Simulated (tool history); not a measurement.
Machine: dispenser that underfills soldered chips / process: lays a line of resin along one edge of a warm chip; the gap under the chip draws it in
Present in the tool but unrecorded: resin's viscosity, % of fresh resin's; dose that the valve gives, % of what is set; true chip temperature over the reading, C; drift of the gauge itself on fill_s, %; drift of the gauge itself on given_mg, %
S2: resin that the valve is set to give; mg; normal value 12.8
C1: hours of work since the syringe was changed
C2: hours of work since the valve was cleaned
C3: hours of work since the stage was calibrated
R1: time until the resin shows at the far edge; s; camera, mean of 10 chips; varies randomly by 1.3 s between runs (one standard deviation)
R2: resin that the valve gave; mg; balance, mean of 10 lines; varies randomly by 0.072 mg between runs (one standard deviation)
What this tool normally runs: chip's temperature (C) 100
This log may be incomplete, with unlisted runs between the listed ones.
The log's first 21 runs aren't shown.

{"hour": 256.9, "done": "new syringe of resin"}
{"hour": 257.9, "done": "stage's temperature calibrated"}
{"run": 22, "hour": 272.5, "chip's temperature (C)": 107, "S2": 15.2, "C1": 9, "C2": 10, "C3": 9, "R1": 142.8, "R2": 15.14}
{"hour": 275.7, "done": "new syringe of resin"}
{"run": 23, "hour": 285.1, "chip's temperature (C)": 107, "S2": 15.2, "C1": 6, "C2": 18, "C3": 17, "R1": 125.9, "R2": 14.87}
{"hour": 293.7, "done": "new syringe of resin"}
{"run": 24, "hour": 295.3, "chip's temperature (C)": 107, "S2": 15.2, "C1": 1, "C2": 24, "C3": 24, "R1": 99.1, "R2": 14.78}
{"run": 25, "hour": 306.6, "chip's temperature (C)": 97, "S2": 12.7, "C1": 8, "C2": 32, "C3": 31, "R1": 192.5, "R2": 12.23}
{"hour": 311.1, "done": "new syringe of resin"}
{"run": 26, "hour": 322.5, "chip's temperature (C)": 97, "S2": 12.7, "C1": 7, "C2": 42, "C3": 41, "R1": 187, "R2": 12.18}
{"hour": 329.0, "done": "new syringe of resin"}
{"run": 27, "hour": 330.7, "chip's temperature (C)": 97, "S2": 12.7, "C1": 1, "C2": 47, "C3": 46, "R1": 144.9, "R2": 12.09}
{"run": 28, "hour": 343.2, "chip's temperature (C)": 97, "S2": 12.7, "C1": 9, "C2": 55, "C3": 54, "R1": 207, "R2": 11.93}
{"hour": 347.0, "done": "new syringe of resin"}
{"run": 29, "hour": 350.9, "chip's temperature (C)": 97, "S2": 12.7, "C1": 2, "C2": 59, "C3": 59, "R1": 151.1, "R2": 11.89}
{"hour": 354.0, "done": "dispensing valve cleaned and set on the balance"}
{"run": 30, "hour": 360.4, "chip's temperature (C)": 97, "S2": 12.7, "C1": 8, "C2": 4, "C3": 64, "R1": 189.6, "R2": 12.64}
{"hour": 365.4, "done": "new syringe of resin"}
{"run": 31, "hour": 369.1, "chip's temperature (C)": 97, "S2": 12.7, "C1": 2, "C2": 10, "C3": 69, "R1": 152.6, "R2": 12.67}
{"run": 32, "hour": 379.6, "chip's temperature (C)": 97, "S2": 12.8, "C1": 9, "C2": 16, "C3": 76, "R1": 206.9, "R2": 12.68}
{"hour": 383.2, "done": "new syringe of resin"}
{"run": 33, "hour": 393.8, "chip's temperature (C)": 97, "S2": 12.1, "C1": 7, "C2": 25, "C3": 85, "R1": 188.1, "R2": 11.92}
{"hour": 400.4, "done": "new syringe of resin"}
{"run": 34, "hour": 411.6, "chip's temperature (C)": 106, "S2": 16.6, "C1": 7, "C2": 36, "C3": 96, "R1": 136.4, "R2": 15.94}
{"hour": 417.6, "done": "new syringe of resin"}
{"run": 35, "hour": 421.7, "chip's temperature (C)": 112, "S2": 11.1, "C1": 3, "C2": 43, "C3": 102, "R1": 98.9, "R2": 10.59}

3 options for the next run, each taken on its own from the tool as it stands now. Forecast them:
{"hour": 434.8, "done": "new syringe of resin"}
{"run": "A", "hour": 436.3, "chip's temperature (C)": 98, "S2": 11.1, "C1": 1, "C2": 52, "C3": 112, "R1": "?", "R2": "?"}
{"hour": 434.8, "done": "new syringe of resin"}
{"run": "B", "hour": 436.3, "chip's temperature (C)": 87, "S2": 11.6, "C1": 1, "C2": 52, "C3": 112, "R1": "?", "R2": "?"}
{"hour": 434.8, "done": "new syringe of resin"}
{"run": "C", "hour": 436.3, "chip's temperature (C)": 109, "S2": 11.7, "C1": 1, "C2": 52, "C3": 112, "R1": "?", "R2": "?"}

run=A R1=142.2 R2=10.6
run=B R1=207.7 R2=11.05
run=C R1=99.7 R2=11.17
Had the tool no hidden state, the same runs would have come out as:
run=A R1=131.6 R2=11.14
run=B R1=192.5 R2=11.61
run=C R1=92.6 R2=11.73
